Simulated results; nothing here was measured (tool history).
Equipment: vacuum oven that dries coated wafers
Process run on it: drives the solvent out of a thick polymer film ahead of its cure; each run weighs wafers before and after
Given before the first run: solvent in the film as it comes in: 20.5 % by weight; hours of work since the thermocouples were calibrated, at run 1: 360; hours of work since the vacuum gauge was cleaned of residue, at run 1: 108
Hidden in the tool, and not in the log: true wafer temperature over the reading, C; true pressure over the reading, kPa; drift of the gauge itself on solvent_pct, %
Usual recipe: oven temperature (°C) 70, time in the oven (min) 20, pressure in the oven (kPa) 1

run	hour	oven temperature (°C)	time in the oven (min)	pressure in the oven (kPa)	hours of work since the thermocouples were calibrated	hours of work since the vacuum gauge was cleaned of residue	solvent left in the film (%)
1	0	70	20	1	360	108	1.43
2	13.1	70	20	1	365	113	1.49
3	28.5	70	20	1	371	119	1.48
4	45	70	20	1	378	126	1.54
5	54.1	70	20	1	382	130	1.51
6	69.4	70	20	1	388	136	1.47
7	86.4	70	20	1	395	143	1.56
8	94.8	70	20	1	398	146	1.37
9	111.5	58	20	1	405	153	4.63
10	126.2	78	20	1	411	159	0.65
11	136.8	78	13	1	416	164	1.26
12	153.4	70	20	0.82	422	170	1.4
13	169.3	70	20	1	429	177	1.51
14	182.4	70	20	1	434	182	1.59
15	198.7	57	20	1	441	189	5.07
16	216.7	57	20	1	448	196	5.15
17	233.6	79	20	1	455	203	0.62
18	246.8	79	20	1	461	209	0.64
19	257.9	79	20	1	465	213	0.72
# hour 260.8: vacuum gauge cleaned of residue and calibrated
20	268.5	79	20	1	469	3	0.69
21	282.9	70	23	1	475	9	1.38
22	299.6	58	29	3.28	482	16	5.95
23	312.3	58	29	3.28	487	21	5.97
24	329.5	76	16	1	494	28	1.23
25	341.8	61	16	0.75	499	33	4.55
26	359.1	70	26	1	506	40	1.18
# hour 365.4: vacuum gauge cleaned of residue and calibrated, once more
27	375.8	70	20	1.97	512	4	2.24
28	388.8	81	20	1	518	10	0.47
29	400.7	61	13	1.51	523	14	6.32
30	410.6	61	13	1.51	527	19	6.62
31	423.1	75	13	1.51	532	24	1.94
32	440.5	75	13	1.51	539	31	2.13
33	452.3	70	14	1	544	36	2.67
34	471.7	61	10	1.06	552	44	7.65
35	488.7	62	10	0.57	559	51	6.73
36	506	67	11	0.57	566	58	4.34
37	520.7	84	20	1	572	64	0.38
38	539.5	66	23	1	579	71	1.92
39	547.8	66	23	1	583	75	1.92
40	561.8	70	28	0.67	589	80	0.75
41	581.4	79	28	0.67	597	88	0.39

A few steps of solvent left in the film (%) between consecutive runs. Split each: what settings, incoming material and random variation would produce without the hidden state, and what is left over for the hidden state, along with gauge scatter present in only one of the two compared results (measured, and without hidden state):
Run 16 -> 17: oven temperature (°C) 57 -> 79. solvent left in the film (%) -4.53: hidden state -0.33, all else -4.2.
Run 23 -> 24: oven temperature (°C) 58 -> 76, time in the oven (min) 29 -> 16, pressure in the oven (kPa) 3.28 -> 1. solvent left in the film (%) -4.74: hidden state -0.32, all else -4.42.
Run 28 -> 29: oven temperature (°C) 81 -> 61, time in the oven (min) 20 -> 13, pressure in the oven (kPa) 1 -> 1.51. solvent left in the film (%) +5.85: hidden state +0.38, all else +5.47.
Run 33 -> 34: oven temperature (°C) 70 -> 61, time in the oven (min) 14 -> 10, pressure in the oven (kPa) 1 -> 1.06. solvent left in the film (%) +4.98: hidden state +0.16, all else +4.82.
Run 36 -> 37: oven temperature (°C) 67 -> 84, time in the oven (min) 11 -> 20, pressure in the oven (kPa) 0.57 -> 1. solvent left in the film (%) -3.96: hidden state -0.36, all else -3.6.

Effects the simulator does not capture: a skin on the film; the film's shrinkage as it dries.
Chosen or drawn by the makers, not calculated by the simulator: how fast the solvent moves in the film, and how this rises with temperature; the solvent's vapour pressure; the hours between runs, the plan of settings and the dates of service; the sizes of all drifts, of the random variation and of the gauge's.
